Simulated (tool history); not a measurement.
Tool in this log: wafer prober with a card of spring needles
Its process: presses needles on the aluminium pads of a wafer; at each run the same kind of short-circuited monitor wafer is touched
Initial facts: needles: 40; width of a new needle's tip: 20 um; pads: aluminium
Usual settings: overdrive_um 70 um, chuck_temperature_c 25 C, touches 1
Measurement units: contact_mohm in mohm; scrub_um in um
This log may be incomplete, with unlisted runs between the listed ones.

run 1 hour=0.0 | overdrive_um=70 chuck_temperature_c=25 touches=1 | contact_mohm=161 scrub_um=9.93
run 2 hour=7.1 | overdrive_um=70 chuck_temperature_c=25 touches=1 | contact_mohm=231 scrub_um=9.83
run 3 hour=12.6 | overdrive_um=55 chuck_temperature_c=25 touches=1 | contact_mohm=335 scrub_um=7.66
run 4 hour=18.3 | overdrive_um=55 chuck_temperature_c=25 touches=1 | contact_mohm=377 scrub_um=7.75
-- hour=19.8 tips cleaned on abrasive film
run 5 hour=26.3 | overdrive_um=72 chuck_temperature_c=25 touches=1 | contact_mohm=213 scrub_um=10.13
run 6 hour=31.7 | overdrive_um=72 chuck_temperature_c=25 touches=1 | contact_mohm=246 scrub_um=10.14
run 7 hour=38.8 | overdrive_um=84 chuck_temperature_c=90 touches=2 | contact_mohm=208 scrub_um=11.83
-- hour=39.8 tips cleaned on abrasive film
-- hour=40.1 height of the first contact set anew
run 8 hour=46.0 | overdrive_um=84 chuck_temperature_c=90 touches=2 | contact_mohm=179 scrub_um=11.73
run 9 hour=52.2 | overdrive_um=70 chuck_temperature_c=30 touches=3 | contact_mohm=190 scrub_um=9.79
-- hour=59.7 tips cleaned on abrasive film
run 10 hour=60.2 | overdrive_um=70 chuck_temperature_c=30 touches=3 | contact_mohm=153 scrub_um=9.72
run 11 hour=69.4 | overdrive_um=70 chuck_temperature_c=54 touches=3 | contact_mohm=183 scrub_um=9.80
-- hour=78.9 height of the first contact set anew, once more
-- hour=79.5 tips cleaned on abrasive film
run 12 hour=80.8 | overdrive_um=70 chuck_temperature_c=54 touches=3 | contact_mohm=157 scrub_um=9.94

Below are 5 alternative next runs, each starting from the tool's condition after run 12. Predict each:
run A hour=87.7 | overdrive_um=70 chuck_temperature_c=32 touches=2 | contact_mohm=? scrub_um=?
run B hour=87.7 | overdrive_um=59 chuck_temperature_c=52 touches=2 | contact_mohm=? scrub_um=?
run C hour=87.7 | overdrive_um=51 chuck_temperature_c=29 touches=3 | contact_mohm=? scrub_um=?
run D hour=87.7 | overdrive_um=70 chuck_temperature_c=112 touches=1 | contact_mohm=? scrub_um=?
run E hour=87.7 | overdrive_um=70 chuck_temperature_c=55 touches=3 | contact_mohm=? scrub_um=?

run=A contact_mohm=197 scrub_um=9.94
run=B contact_mohm=221 scrub_um=8.34
run=C contact_mohm=206 scrub_um=7.22
run=D contact_mohm=233 scrub_um=9.93
run=E contact_mohm=179 scrub_um=9.94
Had the tool no hidden state, the same runs would have come out as:
run=A contact_mohm=145 scrub_um=9.95
run=B contact_mohm=152 scrub_um=8.35
run=C contact_mohm=150 scrub_um=7.23
run=D contact_mohm=158 scrub_um=9.94
run=E contact_mohm=148 scrub_um=9.95

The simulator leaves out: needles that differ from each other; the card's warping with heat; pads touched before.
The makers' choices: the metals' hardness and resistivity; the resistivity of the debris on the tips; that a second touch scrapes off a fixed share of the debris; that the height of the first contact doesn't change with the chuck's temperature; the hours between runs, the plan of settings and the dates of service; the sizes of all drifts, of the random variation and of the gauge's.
